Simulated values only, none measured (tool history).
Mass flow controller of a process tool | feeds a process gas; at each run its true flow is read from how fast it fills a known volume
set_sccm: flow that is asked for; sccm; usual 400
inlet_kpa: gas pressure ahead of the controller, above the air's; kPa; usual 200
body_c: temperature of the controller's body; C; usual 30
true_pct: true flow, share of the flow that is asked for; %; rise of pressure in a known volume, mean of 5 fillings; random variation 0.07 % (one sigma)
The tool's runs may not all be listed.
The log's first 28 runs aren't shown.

{"run": 29, "day": 188.325, "set_sccm": 400, "inlet_kpa": 188, "body_c": 30, "true_pct": 96.01}
{"run": 30, "day": 193.075, "set_sccm": 128, "inlet_kpa": 144, "body_c": 39, "true_pct": 92.39}
{"run": 31, "day": 200.554, "set_sccm": 327, "inlet_kpa": 141, "body_c": 30, "true_pct": 95.77}
{"run": 32, "day": 208.125, "set_sccm": 327, "inlet_kpa": 141, "body_c": 30, "true_pct": 95.74}
{"run": 33, "day": 214.296, "set_sccm": 327, "inlet_kpa": 141, "body_c": 30, "true_pct": 95.77}
{"run": 34, "day": 219.425, "set_sccm": 327, "inlet_kpa": 141, "body_c": 30, "true_pct": 95.79}
{"run": 35, "day": 224.104, "set_sccm": 280, "inlet_kpa": 200, "body_c": 30, "true_pct": 95.08}
{"run": 36, "day": 233.396, "set_sccm": 280, "inlet_kpa": 200, "body_c": 30, "true_pct": 94.87}
{"run": 37, "day": 239.346, "set_sccm": 476, "inlet_kpa": 200, "body_c": 29, "true_pct": 96.21}
{"run": 38, "day": 244.792, "set_sccm": 562, "inlet_kpa": 200, "body_c": 30, "true_pct": 96.54}
{"run": 39, "day": 251.329, "set_sccm": 562, "inlet_kpa": 200, "body_c": 30, "true_pct": 96.51}
{"run": 40, "day": 255.429, "set_sccm": 400, "inlet_kpa": 194, "body_c": 24, "true_pct": 96.33}
{"run": 41, "day": 261.362, "set_sccm": 220, "inlet_kpa": 162, "body_c": 32, "true_pct": 94.17}
{"run": 42, "day": 265.538, "set_sccm": 220, "inlet_kpa": 162, "body_c": 32, "true_pct": 94.24}
{"run": 43, "day": 271.6, "set_sccm": 648, "inlet_kpa": 243, "body_c": 32, "true_pct": 96.53}
{"run": 44, "day": 278.517, "set_sccm": 681, "inlet_kpa": 200, "body_c": 30, "true_pct": 96.87}
{"run": 45, "day": 284.096, "set_sccm": 578, "inlet_kpa": 230, "body_c": 34, "true_pct": 95.78}
{"run": 46, "day": 291.838, "set_sccm": 560, "inlet_kpa": 220, "body_c": 31, "true_pct": 96.18}
{"run": 47, "day": 298.529, "set_sccm": 560, "inlet_kpa": 167, "body_c": 24, "true_pct": 97.2}
{"run": 48, "day": 303.421, "set_sccm": 165, "inlet_kpa": 259, "body_c": 38, "true_pct": 92.02}

Forecast each of these 3 alternatives for the next run:
{"run": "A", "day": 308.129, "set_sccm": 400, "inlet_kpa": 151, "body_c": 27, "true_pct": "?"}
{"run": "B", "day": 308.129, "set_sccm": 400, "inlet_kpa": 142, "body_c": 30, "true_pct": "?"}
{"run": "C", "day": 308.129, "set_sccm": 677, "inlet_kpa": 194, "body_c": 40, "true_pct": "?"}

run=A true_pct=96.16
run=B true_pct=95.66
run=C true_pct=95.88
Without the tool's hidden state the same runs would have given:
run=A true_pct=98.40
run=B true_pct=97.89
run=C true_pct=97.61
